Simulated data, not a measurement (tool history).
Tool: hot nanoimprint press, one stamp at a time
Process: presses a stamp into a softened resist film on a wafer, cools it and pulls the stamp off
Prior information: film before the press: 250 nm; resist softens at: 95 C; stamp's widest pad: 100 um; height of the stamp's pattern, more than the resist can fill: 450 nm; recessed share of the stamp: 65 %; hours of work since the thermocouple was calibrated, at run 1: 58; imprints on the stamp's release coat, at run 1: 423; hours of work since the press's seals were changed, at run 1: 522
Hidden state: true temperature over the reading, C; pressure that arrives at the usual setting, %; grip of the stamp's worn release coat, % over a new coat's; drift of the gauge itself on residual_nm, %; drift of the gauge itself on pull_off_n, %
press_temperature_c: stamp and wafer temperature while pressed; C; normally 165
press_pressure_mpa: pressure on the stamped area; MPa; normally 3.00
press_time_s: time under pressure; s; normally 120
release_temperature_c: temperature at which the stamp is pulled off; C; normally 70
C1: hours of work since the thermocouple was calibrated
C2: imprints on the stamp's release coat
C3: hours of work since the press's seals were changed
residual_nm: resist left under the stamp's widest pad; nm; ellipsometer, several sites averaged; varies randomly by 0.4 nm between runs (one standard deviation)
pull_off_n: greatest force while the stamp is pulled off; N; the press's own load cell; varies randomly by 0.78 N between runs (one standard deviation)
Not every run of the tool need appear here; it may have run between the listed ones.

Run 1, hour 0.0: usual settings; C1 58; C2 423; C3 522. Result: residual_nm 113.7 nm, pull_off_n 108.1 N.
At hour 17.7: press's hydraulic seals changed and the load cell set to zero.
Run 2, hour 31.7: usual settings but press_pressure_mpa 3.15 MPa; C1 71; C2 516; C3 8. Result: residual_nm 112.7 nm, pull_off_n 108.7 N.
Run 3, hour 42.9: usual settings but press_pressure_mpa 3.15 MPa; C1 77; C2 561; C3 14. Result: residual_nm 112.2 nm, pull_off_n 108.4 N.
Run 4, hour 57.2: usual settings; C1 85; C2 617; C3 22. Result: residual_nm 115.1 nm, pull_off_n 108.4 N.
Run 5, hour 75.9: usual settings; C1 95; C2 691; C3 32. Result: residual_nm 114.9 nm, pull_off_n 109.1 N.
Run 6, hour 87.6: usual settings; C1 102; C2 737; C3 38. Result: residual_nm 114.7 nm, pull_off_n 106.0 N.
Run 7, hour 99.8: usual settings; C1 108; C2 785; C3 45. Result: residual_nm 114.7 nm, pull_off_n 108.9 N.
At hour 112.9: stamp cleaned and given a new release coat.
Run 8, hour 130.7: usual settings but press_pressure_mpa 3.54 MPa; C1 122; C2 71; C3 58. Result: residual_nm 107.0 nm, pull_off_n 107.6 N.
Run 9, hour 146.7: usual settings but press_pressure_mpa 3.54 MPa; C1 131; C2 134; C3 67. Result: residual_nm 106.9 nm, pull_off_n 108.7 N.
Run 10, hour 157.8: usual settings but press_pressure_mpa 3.54 MPa; C1 137; C2 177; C3 73. Result: residual_nm 107.3 nm, pull_off_n 108.7 N.
Run 11, hour 179.4: usual settings but press_temperature_c 154 C; C1 148; C2 263; C3 85. Result: residual_nm 183.2 nm, pull_off_n 107.9 N.
Run 12, hour 189.5: usual settings but press_temperature_c 171 C, press_pressure_mpa 3.01 MPa, press_time_s 122 s, release_temperature_c 76 C; C1 154; C2 303; C3 90. Result: residual_nm 87.4 nm, pull_off_n 103.6 N.
Run 13, hour 199.9: usual settings but press_temperature_c 171 C, press_pressure_mpa 3.01 MPa, press_time_s 122 s, release_temperature_c 76 C; C1 159; C2 344; C3 96. Result: residual_nm 86.5 nm, pull_off_n 103.6 N.
Run 14, hour 215.1: usual settings but press_temperature_c 171 C, press_pressure_mpa 3.01 MPa, press_time_s 176 s, release_temperature_c 76 C; C1 168; C2 404; C3 104. Result: residual_nm 75.0 nm, pull_off_n 103.6 N.
Run 15, hour 232.5: usual settings but press_temperature_c 174 C, press_pressure_mpa 4.76 MPa, press_time_s 198 s, release_temperature_c 63 C; C1 177; C2 473; C3 114. Result: residual_nm 47.8 nm, pull_off_n 113.5 N.
Run 16, hour 247.2: usual settings but press_temperature_c 156 C, press_pressure_mpa 2.30 MPa, press_time_s 198 s, release_temperature_c 77 C; C1 185; C2 531; C3 122. Result: residual_nm 160.9 nm, pull_off_n 102.1 N.
Run 17, hour 267.0: usual settings but press_temperature_c 156 C, press_pressure_mpa 2.30 MPa, press_time_s 198 s, release_temperature_c 77 C; C1 196; C2 609; C3 133. Result: residual_nm 161.6 nm, pull_off_n 102.9 N.
Run 18, hour 280.5: usual settings but press_temperature_c 156 C, press_pressure_mpa 2.24 MPa, press_time_s 198 s, release_temperature_c 75 C; C1 203; C2 662; C3 140. Result: residual_nm 164.3 nm, pull_off_n 104.1 N.
Run 19, hour 296.7: usual settings but press_temperature_c 166 C, press_pressure_mpa 2.85 MPa, press_time_s 130 s, release_temperature_c 58 C; C1 212; C2 726; C3 149. Result: residual_nm 110.8 nm, pull_off_n 118.8 N.
Run 20, hour 313.1: usual settings but press_temperature_c 164 C, press_pressure_mpa 2.36 MPa, press_time_s 130 s, release_temperature_c 58 C; C1 221; C2 791; C3 158. Result: residual_nm 132.5 nm, pull_off_n 117.6 N.
At hour 317.7: gauge calibrated.
At hour 325.8: stamp cleaned and given a new release coat.
Run 21, hour 343.5: usual settings but press_temperature_c 163 C, press_pressure_mpa 4.04 MPa, press_time_s 90 s, release_temperature_c 58 C; C1 234; C2 69; C3 171. Result: residual_nm 122.1 nm, pull_off_n 117.2 N.
Run 22, hour 364.6: usual settings but press_temperature_c 163 C, press_pressure_mpa 4.04 MPa, press_time_s 90 s, release_temperature_c 58 C; C1 246; C2 152; C3 182. Result: residual_nm 123.4 nm, pull_off_n 117.0 N.

Here are 4 independent what-if runs from the current tool condition. What would each one return?
Run A, hour 388.8: usual settings but press_time_s 159 s; C1 259; C2 248; C3 196. Result: residual_nm ?, pull_off_n ?.
Run B, hour 388.8: usual settings but press_temperature_c 168 C, press_time_s 164 s, release_temperature_c 77 C; C1 259; C2 248; C3 196. Result: residual_nm ?, pull_off_n ?.
Run C, hour 388.8: usual settings but release_temperature_c 75 C; C1 259; C2 248; C3 196. Result: residual_nm ?, pull_off_n ?.
Run D, hour 388.8: usual settings but press_temperature_c 159 C, release_temperature_c 67 C; C1 259; C2 248; C3 196. Result: residual_nm ?, pull_off_n ?.

run  residual_nm  pull_off_n
  A        103.2       107.4
  B         88.2       102.0
  C        114.9       102.1
  D        150.2       110.1
With no hidden state in the tool, these same runs would have given:
run  residual_nm  pull_off_n
  A        102.6       107.3
  B         87.7       101.9
  C        114.2       102.0
  D        149.3       110.0
